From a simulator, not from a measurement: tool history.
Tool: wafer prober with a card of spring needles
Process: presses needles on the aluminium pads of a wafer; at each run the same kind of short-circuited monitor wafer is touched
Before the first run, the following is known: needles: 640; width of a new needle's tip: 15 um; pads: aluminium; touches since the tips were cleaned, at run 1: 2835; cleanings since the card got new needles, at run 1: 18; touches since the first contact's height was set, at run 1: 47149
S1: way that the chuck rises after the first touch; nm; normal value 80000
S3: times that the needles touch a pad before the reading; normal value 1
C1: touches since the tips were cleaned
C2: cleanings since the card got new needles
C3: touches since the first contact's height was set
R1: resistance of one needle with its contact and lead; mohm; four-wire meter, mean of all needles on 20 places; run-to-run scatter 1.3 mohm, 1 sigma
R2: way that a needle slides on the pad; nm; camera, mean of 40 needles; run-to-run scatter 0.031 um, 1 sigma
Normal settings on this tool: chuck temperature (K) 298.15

Run 1, hour 0.0: usual settings; C1 2835; C2 18; C3 47149. Result: R1 156 mohm, R2 13190 nm.
Run 2, hour 8.1: usual settings but S3 2; C1 7682; C2 18; C3 51996. Result: R1 153 mohm, R2 13230 nm.
At hour 10.3: tips cleaned on abrasive film.
Run 3, hour 18.7: usual settings but S3 2; C1 5047; C2 19; C3 58318. Result: R1 144 mohm, R2 13240 nm.
At hour 25.5: tips cleaned on abrasive film.
Run 4, hour 26.3: usual settings but S3 2; C1 477; C2 20; C3 62773. Result: R1 117 mohm, R2 13190 nm.
Run 5, hour 36.2: usual settings but S3 2; C1 6418; C2 20; C3 68714. Result: R1 147 mohm, R2 13190 nm.
At hour 40.7: tips cleaned on abrasive film.
Run 6, hour 47.3: usual settings but S3 2; C1 3999; C2 21; C3 75319. Result: R1 142 mohm, R2 13180 nm.
At hour 56.3: tips cleaned on abrasive film.
Run 7, hour 56.6: usual settings but S3 2; C1 215; C2 22; C3 80830. Result: R1 112 mohm, R2 13170 nm.
Run 8, hour 64.4: usual settings but S1 65000 nm; C1 4869; C2 22; C3 85484. Result: R1 202 mohm, R2 10610 nm.
At hour 71.3: tips cleaned on abrasive film.
Run 9, hour 74.4: usual settings but S1 99000 nm; C1 1839; C2 23; C3 91409. Result: R1 135 mohm, R2 16300 nm.
Run 10, hour 84.5: usual settings but chuck temperature (K) 303.15; C1 7888; C2 23; C3 97458. Result: R1 180 mohm, R2 13130 nm.
At hour 86.6: tips cleaned on abrasive film.
Run 11, hour 92.6: usual settings but chuck temperature (K) 303.15; C1 3560; C2 24; C3 102229. Result: R1 160 mohm, R2 13140 nm.
Run 12, hour 99.2: usual settings but chuck temperature (K) 303.15; C1 7570; C2 24; C3 106239. Result: R1 183 mohm, R2 13200 nm.
At hour 102.0: tips cleaned on abrasive film.
Run 13, hour 111.8: usual settings but S1 77000 nm, chuck temperature (K) 311.15, S3 2; C1 5864; C2 25; C3 113674. Result: R1 156 mohm, R2 12620 nm.

Run 14, settings as shown, results not yet in. Your forecast:
At hour 117.0: tips cleaned on abrasive film.
Run 14, hour 119.4: usual settings but S1 90000 nm, chuck temperature (K) 368.15; C1 1458; C2 26; C3 118202. Result: R1 ?, R2 ?.

{"run 14": {"R1": 141, "R2": 14790}}
Minus the tool's unlogged condition, the same run would have read R1 115 mohm, R2 14960 nm.

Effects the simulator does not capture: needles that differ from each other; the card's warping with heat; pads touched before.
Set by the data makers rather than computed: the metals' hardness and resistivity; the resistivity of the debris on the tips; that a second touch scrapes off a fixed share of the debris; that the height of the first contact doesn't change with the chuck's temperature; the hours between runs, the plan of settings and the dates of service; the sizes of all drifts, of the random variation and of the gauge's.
